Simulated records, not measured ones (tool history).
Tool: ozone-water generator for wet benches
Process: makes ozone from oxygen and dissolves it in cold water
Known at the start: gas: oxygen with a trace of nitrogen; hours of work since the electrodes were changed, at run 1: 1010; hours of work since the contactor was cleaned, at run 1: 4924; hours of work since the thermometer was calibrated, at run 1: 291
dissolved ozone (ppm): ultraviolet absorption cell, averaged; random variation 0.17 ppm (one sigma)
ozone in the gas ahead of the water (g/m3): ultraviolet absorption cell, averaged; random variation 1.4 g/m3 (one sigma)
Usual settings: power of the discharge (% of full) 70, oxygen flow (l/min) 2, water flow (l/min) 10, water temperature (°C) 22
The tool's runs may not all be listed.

run	hour	power of the discharge (% of full)	oxygen flow (l/min)	water flow (l/min)	water temperature (°C)	hours of work since the electrodes were changed	hours of work since the contactor was cleaned	hours of work since the thermometer was calibrated	dissolved ozone (ppm)	ozone in the gas ahead of the water (g/m3)
1	0	70	2	10	22	1010	4924	291	20.7	264.2
2	131.8	70	2	10	22	1104	5017	385	20.5	263.8
3	343.6	70	2	10	22	1254	5167	535	20.3	262.2
# hour 448.1: contactor cleaned
4	460	70	2	10	22	1333	8	614	22.3	265.3
5	637.4	70	2	10	22	1459	134	740	22	265.5
6	799.3	70	2	10	22	1573	249	854	22.3	261.5
7	901.3	70	2	10	14	1646	321	927	24.5	262.4
8	1024.8	70	2	10	14	1733	408	1014	24.3	261.3
# hour 1037.6: water thermometer calibrated
9	1116.2	70	2	8	14	1797	473	56	29.1	260.6
10	1332.6	70	2	8	14	1951	626	209	28.9	261.7
11	1454.9	77	2	14	22	2037	713	296	17.7	280.4
12	1585.2	70	2	10	28	2130	805	388	20.1	259.8
13	1695	84	2	9	26	2207	883	466	25.7	299.5

4 ways to go on from here, each from the tool as it stands after run 13. What would each give?
A	1908.2	96	2	11	22	2358	1034	617	?	?
B	1908.2	49	2	10	22	2358	1034	617	?	?
C	1908.2	84	2	9	24	2358	1034	617	?	?
D	1908.2	84	2	9	30	2358	1034	617	?	?

run	dissolved ozone (ppm)	ozone in the gas ahead of the water (g/m3)
A	25.9	330.4
B	16	193.8
C	26.4	301.5
D	24	299.2
Without the tool's hidden state the same runs would have given:
run	dissolved ozone (ppm)	ozone in the gas ahead of the water (g/m3)
A	27.7	346.5
B	16.8	199.1
C	28.2	314.9
D	25.6	312.6

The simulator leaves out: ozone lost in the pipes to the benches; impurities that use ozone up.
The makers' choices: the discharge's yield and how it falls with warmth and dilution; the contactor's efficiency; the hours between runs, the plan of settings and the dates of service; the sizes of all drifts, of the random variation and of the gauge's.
